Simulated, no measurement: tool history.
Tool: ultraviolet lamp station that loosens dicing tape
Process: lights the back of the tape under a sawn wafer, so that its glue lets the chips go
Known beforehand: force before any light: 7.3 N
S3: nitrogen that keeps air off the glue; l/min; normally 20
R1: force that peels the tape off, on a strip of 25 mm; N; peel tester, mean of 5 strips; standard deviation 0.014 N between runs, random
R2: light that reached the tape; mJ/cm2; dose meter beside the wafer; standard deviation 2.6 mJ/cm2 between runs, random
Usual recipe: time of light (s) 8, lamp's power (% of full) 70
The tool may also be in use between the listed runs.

Run 1, day 0.000: usual settings. Result: R1 0.812 N, R2 281 mJ/cm2.
Run 2, day 0.246: usual settings. Result: R1 0.859 N, R2 279 mJ/cm2.
Run 3, day 0.404: usual settings. Result: R1 0.835 N, R2 284 mJ/cm2.
Run 4, day 0.688: usual settings. Result: R1 0.823 N, R2 282 mJ/cm2.
Run 5, day 0.979: usual settings but time of light (s) 5. Result: R1 1.781 N, R2 177 mJ/cm2.
Run 6, day 1.254: usual settings but time of light (s) 9. Result: R1 0.693 N, R2 313 mJ/cm2.
Run 7, day 1.575: usual settings. Result: R1 0.822 N, R2 279 mJ/cm2.
Run 8, day 1.875: usual settings. Result: R1 0.874 N, R2 274 mJ/cm2.
Run 9, day 2.212: usual settings. Result: R1 0.831 N, R2 274 mJ/cm2.
Run 10, day 2.438: usual settings. Result: R1 0.848 N, R2 277 mJ/cm2.
Run 11, day 2.812: usual settings. Result: R1 0.831 N, R2 281 mJ/cm2.
Run 12, day 3.029: usual settings. Result: R1 0.844 N, R2 278 mJ/cm2.
Run 13, day 3.325: usual settings but time of light (s) 11. Result: R1 0.475 N, R2 380 mJ/cm2.
At day 3.375: window cleaned of glue's vapour.
Run 14, day 3.583: usual settings but time of light (s) 11. Result: R1 0.532 N, R2 360 mJ/cm2.
Run 15, day 3.862: usual settings but time of light (s) 10, lamp's power (% of full) 76, S3 9 l/min. Result: R1 0.968 N, R2 353 mJ/cm2.
At day 4.108: window cleaned of glue's vapour, once more.
Run 16, day 4.112: usual settings but S3 23 l/min. Result: R1 0.706 N, R2 295 mJ/cm2.
Run 17, day 4.379: usual settings but S3 23 l/min. Result: R1 0.715 N, R2 300 mJ/cm2.
Run 18, day 4.738: usual settings but S3 22 l/min. Result: R1 0.736 N, R2 292 mJ/cm2.
Run 19, day 4.962: usual settings but time of light (s) 7, lamp's power (% of full) 76, S3 11 l/min. Result: R1 1.247 N, R2 282 mJ/cm2.
Run 20, day 5.321: usual settings but time of light (s) 9, S3 9 l/min. Result: R1 1.047 N, R2 333 mJ/cm2.

Run 21 has not been measured yet. What should we expect?
Run 21, day 5.712: usual settings but time of light (s) 9, S3 9 l/min. Result: R1 ?, R2 ?.

{"run 21": {"R1": 1.082, "R2": 327}}
With the hidden condition absent and the run-to-run variation left alone, this run would have shown R1 0.918 N, R2 360 mJ/cm2.

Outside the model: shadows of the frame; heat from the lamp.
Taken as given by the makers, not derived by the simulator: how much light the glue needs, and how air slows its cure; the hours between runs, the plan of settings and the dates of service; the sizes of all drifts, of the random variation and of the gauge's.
